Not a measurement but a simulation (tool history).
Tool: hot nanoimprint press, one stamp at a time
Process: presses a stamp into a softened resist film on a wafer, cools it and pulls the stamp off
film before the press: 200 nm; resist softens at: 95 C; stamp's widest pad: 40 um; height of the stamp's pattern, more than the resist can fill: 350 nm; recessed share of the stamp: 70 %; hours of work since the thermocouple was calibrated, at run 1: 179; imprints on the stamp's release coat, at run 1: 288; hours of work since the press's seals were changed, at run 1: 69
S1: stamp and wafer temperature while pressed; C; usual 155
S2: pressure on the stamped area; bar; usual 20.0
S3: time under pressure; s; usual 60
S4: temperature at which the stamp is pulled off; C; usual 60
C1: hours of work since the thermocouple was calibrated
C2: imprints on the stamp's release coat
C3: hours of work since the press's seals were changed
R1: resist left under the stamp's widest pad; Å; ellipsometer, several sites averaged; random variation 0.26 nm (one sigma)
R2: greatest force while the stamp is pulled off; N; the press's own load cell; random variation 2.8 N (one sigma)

run	day	S1	S2	S3	S4	C1	C2	C3	R1	R2
1	0.000	155	20.0	60	60	179	288	69	1025	131
2	0.408	155	20.0	60	60	183	302	73	1029	131
3	0.646	155	20.0	109	60	185	310	75	818	130
4	1.038	155	20.0	109	60	189	323	79	820	133
5	1.392	155	20.0	109	60	193	335	82	817	133
6	1.817	155	20.0	109	60	197	350	86	817	135
7	2.075	155	20.0	60	51	199	358	89	1023	151
8	2.575	155	20.0	60	51	204	375	94	1016	154
9	3.050	155	20.0	60	60	209	391	98	1023	136
10	3.396	155	20.0	60	60	212	403	102	1015	133
11	3.833	155	20.0	60	60	216	418	106	1016	131
12	4.333	155	20.0	60	60	221	435	111	1014	131
13	4.554	154	20.0	60	60	223	442	113	1057	133
14	4.783	155	28.8	60	60	226	450	115	863	132
# day 4.979: gauge calibrated
15	5.079	155	28.8	60	60	228	460	118	875	135
16	5.592	155	14.0	60	60	233	477	123	1179	130
17	6.042	160	30.1	113	59	238	493	127	508	130
18	6.512	157	20.0	104	63	242	509	132	754	123
19	6.754	155	18.2	60	64	245	517	134	1064	123
20	6.975	163	29.2	61	52	247	524	137	584	147
# day 7.517: stamp cleaned and given a new release coat
21	7.575	151	24.3	68	60	250	2	140	1086	133
22	7.812	147	24.3	48	55	253	10	142	1412	148
23	8.233	147	24.3	48	55	257	25	146	1412	140
24	8.529	155	24.1	49	51	260	35	149	1012	151

The next listed run, before its measurement:
25	8.871	155	24.1	49	51	263	46	153	?	?

R1: 1004 Å
R2: 152 N
Without the tool's hidden state the same run would have given R1 1017 Å, R2 152 N.
